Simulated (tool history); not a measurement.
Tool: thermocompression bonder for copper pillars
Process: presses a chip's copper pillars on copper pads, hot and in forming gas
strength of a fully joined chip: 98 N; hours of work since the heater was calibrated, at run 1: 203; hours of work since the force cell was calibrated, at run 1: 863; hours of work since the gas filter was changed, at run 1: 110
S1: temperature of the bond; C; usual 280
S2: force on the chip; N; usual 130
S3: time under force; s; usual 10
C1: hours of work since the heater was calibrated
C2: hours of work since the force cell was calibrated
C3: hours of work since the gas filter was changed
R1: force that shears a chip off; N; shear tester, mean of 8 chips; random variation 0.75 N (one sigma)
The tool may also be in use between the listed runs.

| run | day | S1 | S2 | S3 | C1 | C2 | C3 | R1 |
|---|---|---|---|---|---|---|---|---|
| 1 | 0 | 280 | 130 | 10 | 203 | 863 | 110 | 69.1 |
| 2 | 0.621 | 280 | 130 | 10 | 209 | 870 | 116 | 67.6 |
|  | 0.921 | force cell calibrated |
| 3 | 1.275 | 280 | 130 | 10 | 216 | 4 | 123 | 66.1 |
| 4 | 1.775 | 280 | 130 | 10 | 222 | 10 | 129 | 66.6 |
| 5 | 2.438 | 280 | 130 | 10 | 229 | 17 | 136 | 66.1 |
| 6 | 3.254 | 280 | 130 | 10 | 238 | 26 | 145 | 66.3 |
| 7 | 3.746 | 280 | 130 | 10 | 244 | 31 | 151 | 67.4 |
| 8 | 4.171 | 280 | 130 | 10 | 248 | 36 | 155 | 65.3 |
|  | 4.321 | heater calibrated with a thermocouple chip |
| 9 | 4.75 | 280 | 130 | 10 | 5 | 42 | 161 | 65 |
| 10 | 5.15 | 280 | 134 | 28 | 9 | 46 | 165 | 81.4 |
| 11 | 5.938 | 291 | 108 | 10 | 18 | 55 | 174 | 68.8 |
| 12 | 6.388 | 269 | 152 | 10 | 23 | 60 | 179 | 59.6 |
| 13 | 7.058 | 289 | 82 | 8 | 30 | 67 | 186 | 57.6 |

Run 14 comes next. What will it give?
|  | 7.188 | heater calibrated with a thermocouple chip, once more |
| 14 | 7.925 | 271 | 193 | 8 | 8 | 76 | 195 | ? |

Run 14 gave R1 63.8 N.
Without the tool's hidden state the same run would have given R1 69.5 N.
